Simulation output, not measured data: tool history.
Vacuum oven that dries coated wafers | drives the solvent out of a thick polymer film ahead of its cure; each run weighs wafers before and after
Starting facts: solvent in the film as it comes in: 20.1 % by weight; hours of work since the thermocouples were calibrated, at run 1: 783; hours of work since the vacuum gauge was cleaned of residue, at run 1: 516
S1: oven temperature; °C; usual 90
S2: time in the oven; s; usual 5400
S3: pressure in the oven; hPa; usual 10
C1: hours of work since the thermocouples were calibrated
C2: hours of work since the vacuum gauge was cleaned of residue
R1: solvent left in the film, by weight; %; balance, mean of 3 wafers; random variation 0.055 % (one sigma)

{"run": 1, "hour": 0.0, "S1": 90, "S2": 5400, "S3": 10, "C1": 783, "C2": 516, "R1": 2.76}
{"run": 2, "hour": 13.0, "S1": 90, "S2": 5400, "S3": 10, "C1": 792, "C2": 525, "R1": 2.82}
{"run": 3, "hour": 27.4, "S1": 90, "S2": 5400, "S3": 10, "C1": 802, "C2": 535, "R1": 2.74}
{"run": 4, "hour": 42.9, "S1": 90, "S2": 5400, "S3": 10, "C1": 813, "C2": 545, "R1": 2.8}
{"run": 5, "hour": 54.2, "S1": 90, "S2": 5400, "S3": 10, "C1": 821, "C2": 553, "R1": 2.84}
{"run": 6, "hour": 70.3, "S1": 90, "S2": 5400, "S3": 10, "C1": 832, "C2": 564, "R1": 2.89}
{"run": 7, "hour": 87.1, "S1": 90, "S2": 5400, "S3": 10, "C1": 843, "C2": 576, "R1": 2.86}
{"run": 8, "hour": 98.1, "S1": 90, "S2": 5400, "S3": 10, "C1": 851, "C2": 583, "R1": 2.95}
{"run": 9, "hour": 118.3, "S1": 98, "S2": 5400, "S3": 10, "C1": 865, "C2": 597, "R1": 1.57}
{"run": 10, "hour": 126.7, "S1": 98, "S2": 5400, "S3": 10, "C1": 870, "C2": 603, "R1": 1.59}
{"run": 11, "hour": 138.5, "S1": 90, "S2": 5220, "S3": 10, "C1": 879, "C2": 611, "R1": 2.89}
{"run": 12, "hour": 152.1, "S1": 100, "S2": 7560, "S3": 39.4, "C1": 888, "C2": 621, "R1": 4.75}
{"run": 13, "hour": 162.6, "S1": 100, "S2": 7560, "S3": 39.4, "C1": 895, "C2": 628, "R1": 4.8}
{"run": 14, "hour": 178.0, "S1": 81, "S2": 7560, "S3": 39.4, "C1": 906, "C2": 638, "R1": 10.97}
{"run": 15, "hour": 196.1, "S1": 90, "S2": 5580, "S3": 10, "C1": 918, "C2": 651, "R1": 2.86}
{"run": 16, "hour": 216.2, "S1": 90, "S2": 4800, "S3": 27.8, "C1": 932, "C2": 665, "R1": 6.25}
{"run": 17, "hour": 227.4, "S1": 90, "S2": 4800, "S3": 27.8, "C1": 940, "C2": 672, "R1": 6.15}
{"run": 18, "hour": 241.5, "S1": 90, "S2": 4800, "S3": 27.8, "C1": 950, "C2": 682, "R1": 6.02}
{"run": 19, "hour": 256.2, "S1": 85, "S2": 5760, "S3": 18.1, "C1": 960, "C2": 692, "R1": 5.84}
{"run": 20, "hour": 271.5, "S1": 90, "S2": 3600, "S3": 10, "C1": 970, "C2": 703, "R1": 4.32}

4 options for the next run, each taken on its own from the tool as it stands now. Forecast them:
{"run": "A", "hour": 280.7, "S1": 80, "S2": 7200, "S3": 27.3, "C1": 976, "C2": 709, "R1": "?"}
{"run": "B", "hour": 280.7, "S1": 77, "S2": 6660, "S3": 10, "C1": 976, "C2": 709, "R1": "?"}
{"run": "C", "hour": 280.7, "S1": 90, "S2": 3060, "S3": 9.5, "C1": 976, "C2": 709, "R1": "?"}
{"run": "D", "hour": 280.7, "S1": 90, "S2": 8880, "S3": 10, "C1": 976, "C2": 709, "R1": "?"}

run=A R1=9.27
run=B R1=6.76
run=C R1=5.06
run=D R1=2.13
The same runs, with their run-to-run variation unchanged, on a tool lacking any hidden condition would have given:
run=A R1=7.88
run=B R1=5.44
run=C R1=4.01
run=D R1=1.61
